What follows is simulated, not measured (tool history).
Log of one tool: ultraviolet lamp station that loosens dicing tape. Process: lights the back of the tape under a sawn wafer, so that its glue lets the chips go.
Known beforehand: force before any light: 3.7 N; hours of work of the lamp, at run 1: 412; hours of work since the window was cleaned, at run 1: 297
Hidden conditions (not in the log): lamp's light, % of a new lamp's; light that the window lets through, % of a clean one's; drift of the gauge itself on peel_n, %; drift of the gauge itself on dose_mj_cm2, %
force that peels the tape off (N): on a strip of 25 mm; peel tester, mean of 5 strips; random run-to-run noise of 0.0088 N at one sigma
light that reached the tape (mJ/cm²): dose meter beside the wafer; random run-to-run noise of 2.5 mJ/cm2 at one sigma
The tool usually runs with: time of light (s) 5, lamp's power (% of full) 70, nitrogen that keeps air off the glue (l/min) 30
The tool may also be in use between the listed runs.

run,hour,time of light (s),lamp's power (% of full),nitrogen that keeps air off the glue (l/min),hours of work of the lamp,hours of work since the window was cleaned,force that peels the tape off (N),light that reached the tape (mJ/cm²)
1,0,5,70,30,412,297,0.458,252
2,29.7,5,70,30,425,310,0.454,246
3,47.2,5,70,44,432,317,0.363,248
4,72.3,5,70,30,442,328,0.477,245
# hour 77.4: window cleaned of glue's vapour
5,99.5,5,92,30,454,9,0.294,346
6,118.5,5,92,30,462,17,0.3,348
7,136.5,5,92,30,469,25,0.3,351
8,153.4,5,92,30,476,32,0.308,347
9,183.8,5,92,30,489,44,0.308,346
10,217.7,5,92,30,503,59,0.307,342
11,251.3,5,92,41,517,73,0.277,341
12,273.5,5,70,30,526,82,0.441,254
13,290.1,5,70,30,533,89,0.425,255
14,312.8,5,70,30,543,98,0.434,255
15,345.9,5,70,30,557,112,0.438,253
16,367.6,5,97,36,566,121,0.264,349
17,390.9,6,74,51,575,131,0.277,320
18,417.5,3,74,51,586,142,0.618,160
19,439,5,84,28,595,151,0.36,296
20,465,5,84,28,606,162,0.354,298
21,497.3,5,84,28,620,175,0.375,296
22,525.8,5,86,30,632,187,0.357,300
23,540.7,5,83,32,638,194,0.348,287
24,575.1,7,74,30,652,208,0.295,363
25,600.1,3,74,22,663,218,1.016,153
26,625.1,3,74,22,673,229,1.05,153
27,655.1,6,61,21,686,241,0.551,250
28,672.1,3,85,30,693,248,0.75,176
29,695.3,5,85,14,702,258,0.6,284
30,720.2,3,85,20,713,268,0.948,170

What if the next run were any one of these 4? Each begins from the tool's condition after run 30:
A,746.4,2,88,16,724,279,?,?
B,746.4,3,64,20,724,279,?,?
C,746.4,9,70,30,724,279,?,?
D,746.4,3,85,12,724,279,?,?

run,force that peels the tape off (N),light that reached the tape (mJ/cm²)
A,1.519,117
B,1.239,134
C,0.249,422
D,1.226,173
With the hidden condition removed and each run's random variation left untouched, the same runs would have given:
run,force that peels the tape off (N),light that reached the tape (mJ/cm²)
A,1.231,146
B,0.972,166
C,0.226,529
D,0.953,216
